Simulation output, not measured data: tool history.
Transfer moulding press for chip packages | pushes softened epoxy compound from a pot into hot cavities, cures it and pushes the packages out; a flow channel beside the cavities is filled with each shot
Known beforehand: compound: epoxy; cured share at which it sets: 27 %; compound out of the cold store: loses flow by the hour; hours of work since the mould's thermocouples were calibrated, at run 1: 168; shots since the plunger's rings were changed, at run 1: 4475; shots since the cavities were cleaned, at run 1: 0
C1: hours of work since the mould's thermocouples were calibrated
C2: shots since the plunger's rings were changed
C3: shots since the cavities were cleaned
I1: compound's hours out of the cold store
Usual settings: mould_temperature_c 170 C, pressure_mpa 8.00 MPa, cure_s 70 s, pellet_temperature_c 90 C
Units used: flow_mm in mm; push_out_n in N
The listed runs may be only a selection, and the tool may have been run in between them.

{"run": 1, "day": 0.0, "mould_temperature_c": 170, "pressure_mpa": 8.0, "cure_s": 70, "pellet_temperature_c": 90, "C1": 168, "C2": 4475, "C3": 0, "I1": 11.3, "flow_mm": 937, "push_out_n": 201}
{"day": 1.971, "done": "cavities cleaned with cleaning compound and waxed"}
{"run": 2, "day": 2.242, "mould_temperature_c": 170, "pressure_mpa": 8.0, "cure_s": 70, "pellet_temperature_c": 90, "C1": 199, "C2": 5268, "C3": 98, "I1": 31.8, "flow_mm": 832, "push_out_n": 196}
{"day": 3.925, "done": "cavities cleaned with cleaning compound and waxed"}
{"run": 3, "day": 4.9, "mould_temperature_c": 170, "pressure_mpa": 8.0, "cure_s": 70, "pellet_temperature_c": 90, "C1": 235, "C2": 6215, "C3": 356, "I1": 16.9, "flow_mm": 904, "push_out_n": 207}
{"day": 6.029, "done": "plunger's sealing rings changed"}
{"day": 6.092, "done": "cavities cleaned with cleaning compound and waxed"}
{"run": 4, "day": 7.529, "mould_temperature_c": 170, "pressure_mpa": 8.0, "cure_s": 70, "pellet_temperature_c": 90, "C1": 270, "C2": 524, "C3": 524, "I1": 36.0, "flow_mm": 813, "push_out_n": 197}
{"day": 7.992, "done": "cavities cleaned with cleaning compound and waxed"}
{"day": 9.983, "done": "cavities cleaned with cleaning compound and waxed"}
{"run": 5, "day": 10.233, "mould_temperature_c": 170, "pressure_mpa": 8.0, "cure_s": 70, "pellet_temperature_c": 90, "C1": 307, "C2": 1464, "C3": 92, "I1": 8.7, "flow_mm": 951, "push_out_n": 197}
{"day": 11.958, "done": "cavities cleaned with cleaning compound and waxed"}
{"run": 6, "day": 12.7, "mould_temperature_c": 170, "pressure_mpa": 8.0, "cure_s": 70, "pellet_temperature_c": 90, "C1": 341, "C2": 2340, "C3": 271, "I1": 19.8, "flow_mm": 877, "push_out_n": 205}
{"day": 13.833, "done": "cavities cleaned with cleaning compound and waxed"}
{"run": 7, "day": 15.429, "mould_temperature_c": 170, "pressure_mpa": 8.0, "cure_s": 70, "pellet_temperature_c": 90, "C1": 379, "C2": 3311, "C3": 580, "I1": 35.2, "flow_mm": 811, "push_out_n": 207}
{"day": 15.846, "done": "cavities cleaned with cleaning compound and waxed"}
{"day": 17.8, "done": "cavities cleaned with cleaning compound and waxed"}
{"run": 8, "day": 17.8, "mould_temperature_c": 174, "pressure_mpa": 8.52, "cure_s": 84, "pellet_temperature_c": 97, "C1": 411, "C2": 4130, "C3": 0, "I1": 13.5, "flow_mm": 919, "push_out_n": 169}
{"day": 19.729, "done": "cavities cleaned with cleaning compound and waxed"}
{"run": 9, "day": 19.742, "mould_temperature_c": 174, "pressure_mpa": 8.52, "cure_s": 84, "pellet_temperature_c": 97, "C1": 437, "C2": 4815, "C3": 4, "I1": 43.4, "flow_mm": 794, "push_out_n": 166}
{"run": 10, "day": 20.883, "mould_temperature_c": 174, "pressure_mpa": 6.33, "cure_s": 90, "pellet_temperature_c": 83, "C1": 453, "C2": 5231, "C3": 420, "I1": 8.8, "flow_mm": 826, "push_out_n": 168}
{"day": 21.675, "done": "cavities cleaned with cleaning compound and waxed"}
{"run": 11, "day": 22.383, "mould_temperature_c": 168, "pressure_mpa": 8.0, "cure_s": 76, "pellet_temperature_c": 83, "C1": 474, "C2": 5755, "C3": 259, "I1": 35.8, "flow_mm": 819, "push_out_n": 189}
{"day": 23.675, "done": "cavities cleaned with cleaning compound and waxed"}
{"run": 12, "day": 23.675, "mould_temperature_c": 167, "pressure_mpa": 6.97, "cure_s": 70, "pellet_temperature_c": 90, "C1": 491, "C2": 6203, "C3": 0, "I1": 46.7, "flow_mm": 718, "push_out_n": 210}
{"day": 25.004, "done": "plunger's sealing rings changed"}
{"day": 25.792, "done": "cavities cleaned with cleaning compound and waxed"}
{"day": 26.075, "done": "mould's thermocouples calibrated"}
{"run": 13, "day": 26.525, "mould_temperature_c": 167, "pressure_mpa": 7.73, "cure_s": 70, "pellet_temperature_c": 90, "C1": 6, "C2": 501, "C3": 237, "I1": 18.6, "flow_mm": 894, "push_out_n": 230}
{"day": 27.754, "done": "cavities cleaned with cleaning compound and waxed"}
{"run": 14, "day": 27.754, "mould_temperature_c": 170, "pressure_mpa": 7.73, "cure_s": 67, "pellet_temperature_c": 90, "C1": 23, "C2": 926, "C3": 0, "I1": 33.5, "flow_mm": 811, "push_out_n": 208}

Below are 3 alternative next runs, each starting from the tool's condition after run 14. Predict each:
{"run": "A", "day": 29.279, "mould_temperature_c": 168, "pressure_mpa": 8.0, "cure_s": 53, "pellet_temperature_c": 94, "C1": 45, "C2": 1482, "C3": 556, "I1": 31.5, "flow_mm": "?", "push_out_n": "?"}
{"run": "B", "day": 29.279, "mould_temperature_c": 173, "pressure_mpa": 9.62, "cure_s": 84, "pellet_temperature_c": 90, "C1": 45, "C2": 1482, "C3": 556, "I1": 34.7, "flow_mm": "?", "push_out_n": "?"}
{"run": "C", "day": 29.279, "mould_temperature_c": 168, "pressure_mpa": 6.17, "cure_s": 67, "pellet_temperature_c": 90, "C1": 45, "C2": 1482, "C3": 556, "I1": 36.1, "flow_mm": "?", "push_out_n": "?"}

run=A flow_mm=844 push_out_n=389
run=B flow_mm=888 push_out_n=173
run=C flow_mm=713 push_out_n=226
What these runs would have given with no unlogged condition in the tool:
run=A flow_mm=845 push_out_n=383
run=B flow_mm=889 push_out_n=170
run=C flow_mm=713 push_out_n=222

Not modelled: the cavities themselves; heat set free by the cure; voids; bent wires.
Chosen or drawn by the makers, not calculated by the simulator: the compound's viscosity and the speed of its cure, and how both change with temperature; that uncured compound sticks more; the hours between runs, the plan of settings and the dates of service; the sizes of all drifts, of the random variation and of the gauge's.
